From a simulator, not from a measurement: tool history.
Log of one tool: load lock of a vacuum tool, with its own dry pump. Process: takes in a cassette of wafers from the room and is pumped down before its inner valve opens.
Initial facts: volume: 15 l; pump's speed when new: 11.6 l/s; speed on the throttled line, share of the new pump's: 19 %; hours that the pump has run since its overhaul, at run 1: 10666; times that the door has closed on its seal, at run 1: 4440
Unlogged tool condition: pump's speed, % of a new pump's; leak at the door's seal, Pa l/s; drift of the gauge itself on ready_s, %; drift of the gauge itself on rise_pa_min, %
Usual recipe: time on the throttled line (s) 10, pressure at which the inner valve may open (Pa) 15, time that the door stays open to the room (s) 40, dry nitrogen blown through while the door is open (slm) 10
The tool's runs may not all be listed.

run,hour,time on the throttled line (s),pressure at which the inner valve may open (Pa),time that the door stays open to the room (s),dry nitrogen blown through while the door is open (slm),hours that the pump has run since its overhaul,times that the door has closed on its seal,"incoming humidity of the room's air, %",time from the closed door until the inner valve may open (s),rise of the pressure with all valves shut (Pa/min)
1,0.0,10,15,40,10,10666,4440,43.0,19.4,0.072
2,170.1,10,15,29,10,10836,5264,46.4,19.6,0.062
3,428.4,10,15,29,10,11095,6514,45.3,19.5,0.061
4,756.1,10,15,29,10,11422,8100,46.1,19.3,0.063
5,1076.1,10,15,40,28,11742,9650,48.0,19.8,0.058
6,1326.2,10,15,40,28,11993,10860,45.3,19.6,0.057
# hour 1355.4: dry pump taken out, an overhauled one fitted
7,1582.6,10,15,40,18,227,12072,47.6,19.5,0.068
8,1876.5,10,15,40,18,521,13495,45.3,19.9,0.066
9,2247.0,10,15,40,18,892,15288,44.9,19.4,0.064
10,2569.5,10,24,40,10,1214,16850,42.8,18.7,0.073
11,2797.6,10,15,120,10,1442,17954,44.8,19.7,0.139
12,3144.8,10,15,120,10,1789,19634,45.4,19.9,0.142
13,3323.9,10,15,40,10,1969,20502,46.1,19.3,0.070
14,3626.5,10,15,40,10,2271,21966,45.3,19.6,0.072
15,3810.9,10,15,40,10,2456,22859,44.8,19.4,0.075
16,4149.6,10,15,103,12,2794,24498,42.8,19.5,0.116
17,4348.3,11,15,61,24,2993,25460,45.3,20.5,0.074
18,4640.5,11,12,46,5,3285,26875,46.4,20.9,0.084
19,4827.6,11,12,35,6,3472,27780,44.9,20.6,0.075
20,5165.5,11,12,35,6,3810,29416,45.6,21.1,0.079
21,5502.2,18,23,61,6,4147,31046,44.5,25.7,0.101
22,5830.8,10,15,84,7,4475,32637,44.7,19.7,0.118
23,6128.4,6,21,123,30,4773,34077,46.1,15.8,0.112
24,6451.8,6,21,123,30,5096,35642,45.4,16.0,0.102
25,6608.8,13,15,40,15,5253,36403,46.5,22.0,0.072
26,6760.4,10,11,40,8,5405,37137,43.5,19.6,0.070
27,7120.5,10,11,40,8,5765,38880,44.2,20.0,0.076
28,7314.1,10,11,40,10,5959,39817,44.4,19.9,0.067
29,7684.0,5,20,40,10,6329,41607,45.8,15.1,0.075

Consider 5 possible next runs. They are alternatives, not a sequence: every one starts from the tool as it was left by run 29. What does each give?
A,7888.8,14,26,91,10,6533,42599,45.0,?,?
B,7888.8,7,20,167,7,6533,42599,43.7,?,?
C,7888.8,10,15,45,39,6533,42599,43.1,?,?
D,7888.8,10,16,142,11,6533,42599,44.6,?,?
E,7888.8,14,20,40,44,6533,42599,42.0,?,?

run,time from the closed door until the inner valve may open (s),rise of the pressure with all valves shut (Pa/min)
A,22.2,0.121
B,16.8,0.186
C,19.6,0.047
D,19.6,0.164
E,22.4,0.046
The same runs, with their run-to-run variation unchanged, on a tool lacking any hidden condition would have given:
run,time from the closed door until the inner valve may open (s),rise of the pressure with all valves shut (Pa/min)
A,22.2,0.120
B,16.8,0.186
C,19.6,0.046
D,19.6,0.163
E,22.4,0.045
